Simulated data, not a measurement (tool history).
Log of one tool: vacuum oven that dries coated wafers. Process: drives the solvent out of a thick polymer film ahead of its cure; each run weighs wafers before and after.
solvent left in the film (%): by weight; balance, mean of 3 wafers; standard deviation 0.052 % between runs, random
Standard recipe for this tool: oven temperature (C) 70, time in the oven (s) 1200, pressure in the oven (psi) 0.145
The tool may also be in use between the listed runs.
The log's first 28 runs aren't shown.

run      day  oven temperature (C)  time in the oven (s)  pressure in the oven (psi)  solvent left in the film (%)
 29   80.417                    80                  1200                       0.431                          0.82
 30   84.462                    65                   840                       0.431                          4.55
 31   88.738                    64                   840                       0.555                          5.07
 32   93.012                    64                   840                       0.555                          5.04
 33   95.217                    64                  1740                       0.078                          1.34
 34   98.679                    61                   660                       0.080                          5.94
     100.267  -- vacuum gauge cleaned of residue and calibrated
 35  102.754                    67                   660                       0.110                          3.64
 36  106.675                    67                   660                       0.110                          3.74
 37  110.288                    67                   660                       0.110                          3.68
 38  112.083                    62                  1680                       0.145                          1.98
 39  114.879                    80                  1260                       0.155                          0.28
 40  118.083                    70                   900                       0.084                          1.52
 41  119.929                    70                  1920                       0.145                          0.43
 42  122.208                    70                  1140                       0.145                          1.08
 43  125.858                    70                  1140                       0.145                          1.10
 44  128.321                    70                  1140                       0.126                          0.97
 45  130.267                    70                  1140                       0.126                          1.01
 46  134.158                    70                  1140                       0.126                          0.96
 47  138.183                    70                  1140                       0.126                          0.95
 48  141.188                    76                  1620                       0.242                          0.49

Predict each of these 3 candidate next runs independently; none follows another, all start after run 48:
  A  145.104                    84                  1200                       0.203                             ?
  B  145.104                    64                  1620                       0.238                             ?
  C  145.104                    76                  1140                       0.242                             ?

run  solvent left in the film (%)
  A                          0.20
  B                          1.57
  C                          0.51
What these runs would have given with no unlogged condition in the tool:
run  solvent left in the film (%)
  A                          0.25
  B                          2.50
  C                          0.81
